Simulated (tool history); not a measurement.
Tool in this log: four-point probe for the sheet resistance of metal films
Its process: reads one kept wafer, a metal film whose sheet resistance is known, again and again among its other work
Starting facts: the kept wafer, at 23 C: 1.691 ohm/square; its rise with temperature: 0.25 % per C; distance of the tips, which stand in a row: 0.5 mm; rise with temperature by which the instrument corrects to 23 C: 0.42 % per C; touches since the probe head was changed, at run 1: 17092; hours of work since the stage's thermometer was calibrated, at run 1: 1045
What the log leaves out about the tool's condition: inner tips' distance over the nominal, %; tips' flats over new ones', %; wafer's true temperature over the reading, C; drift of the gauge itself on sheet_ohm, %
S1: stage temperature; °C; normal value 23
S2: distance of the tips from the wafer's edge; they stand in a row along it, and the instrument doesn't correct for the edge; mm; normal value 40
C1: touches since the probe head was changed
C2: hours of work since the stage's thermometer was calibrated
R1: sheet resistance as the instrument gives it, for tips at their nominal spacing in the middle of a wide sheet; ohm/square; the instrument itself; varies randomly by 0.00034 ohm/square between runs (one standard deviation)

run 1 day=0.000 | S1=23 S2=40 | C1=17092 C2=1045 | R1=1.691604
run 2 day=2.625 | S1=23 S2=71 | C1=18521 C2=1082 | R1=1.691171
run 3 day=5.529 | S1=23 S2=40 | C1=20102 C2=1123 | R1=1.691419
run 4 day=8.262 | S1=23 S2=54 | C1=21592 C2=1161 | R1=1.690977
run 5 day=10.488 | S1=23 S2=21 | C1=22803 C2=1193 | R1=1.691255
run 6 day=15.092 | S1=23 S2=9 | C1=25310 C2=1257 | R1=1.693438
run 7 day=19.983 | S1=23 S2=29 | C1=27974 C2=1326 | R1=1.690932
run 8 day=23.900 | S1=23 S2=29 | C1=30105 C2=1382 | R1=1.690784
run 9 day=27.404 | S1=23 S2=40 | C1=32015 C2=1431 | R1=1.690891
run 10 day=32.246 | S1=23 S2=40 | C1=34650 C2=1499 | R1=1.691406
run 11 day=34.804 | S1=23 S2=40 | C1=36045 C2=1536 | R1=1.691033
run 12 day=37.971 | S1=29 S2=40 | C1=37769 C2=1580 | R1=1.675067
run 13 day=41.625 | S1=29 S2=40 | C1=39758 C2=1632 | R1=1.674495
run 14 day=45.108 | S1=29 S2=40 | C1=41654 C2=1681 | R1=1.674939
run 15 day=47.471 | S1=23 S2=40 | C1=42942 C2=1714 | R1=1.691147
run 16 day=50.033 | S1=23 S2=40 | C1=44336 C2=1750 | R1=1.691028
-- day=53.425 stage's thermometer calibrated
run 17 day=54.938 | S1=23 S2=40 | C1=46996 C2=21 | R1=1.691303
run 18 day=59.196 | S1=23 S2=4 | C1=49314 C2=81 | R1=1.704709
run 19 day=62.150 | S1=23 S2=4 | C1=50921 C2=123 | R1=1.705268
run 20 day=66.842 | S1=32 S2=9 | C1=53476 C2=189 | R1=1.669215
run 21 day=71.758 | S1=21 S2=41 | C1=56155 C2=259 | R1=1.696475
run 22 day=76.596 | S1=21 S2=41 | C1=58789 C2=327 | R1=1.696461
run 23 day=80.804 | S1=32 S2=53 | C1=61080 C2=386 | R1=1.666496
run 24 day=84.158 | S1=21 S2=19 | C1=62906 C2=434 | R1=1.697448
run 25 day=87.271 | S1=21 S2=19 | C1=64600 C2=477 | R1=1.697349
run 26 day=89.842 | S1=24 S2=3 | C1=66001 C2=514 | R1=1.713500
run 27 day=93.025 | S1=29 S2=37 | C1=67735 C2=559 | R1=1.675056
run 28 day=96.379 | S1=18 S2=62 | C1=69561 C2=606 | R1=1.705031
run 29 day=98.862 | S1=18 S2=62 | C1=70913 C2=641 | R1=1.704806
run 30 day=102.429 | S1=21 S2=9 | C1=72854 C2=691 | R1=1.699404
run 31 day=105.300 | S1=21 S2=9 | C1=74417 C2=732 | R1=1.699457
run 32 day=108.388 | S1=21 S2=11 | C1=76098 C2=775 | R1=1.697914
run 33 day=111.892 | S1=30 S2=11 | C1=78007 C2=825 | R1=1.674411
run 34 day=115.488 | S1=22 S2=32 | C1=79965 C2=876 | R1=1.693811
-- day=116.542 new probe head fitted
run 35 day=120.346 | S1=22 S2=32 | C1=2072 C2=943 | R1=1.694853
run 36 day=124.304 | S1=23 S2=35 | C1=4227 C2=999 | R1=1.691254
run 37 day=128.721 | S1=20 S2=32 | C1=6633 C2=1062 | R1=1.699816

Across each entry between runs, compare the hidden state at the last listed run before it with the hidden state at the first listed run after it:
In the gap between runs 16 and 17: stage's thermometer calibrated (day 53.425)
  the hidden state is the same at both runs
In the gap between runs 34 and 35: new probe head fitted (day 116.542)
  inner tips' distance over the nominal, %: -0.013 -> 0.006; tips' flats over new ones', %: 2 -> 0

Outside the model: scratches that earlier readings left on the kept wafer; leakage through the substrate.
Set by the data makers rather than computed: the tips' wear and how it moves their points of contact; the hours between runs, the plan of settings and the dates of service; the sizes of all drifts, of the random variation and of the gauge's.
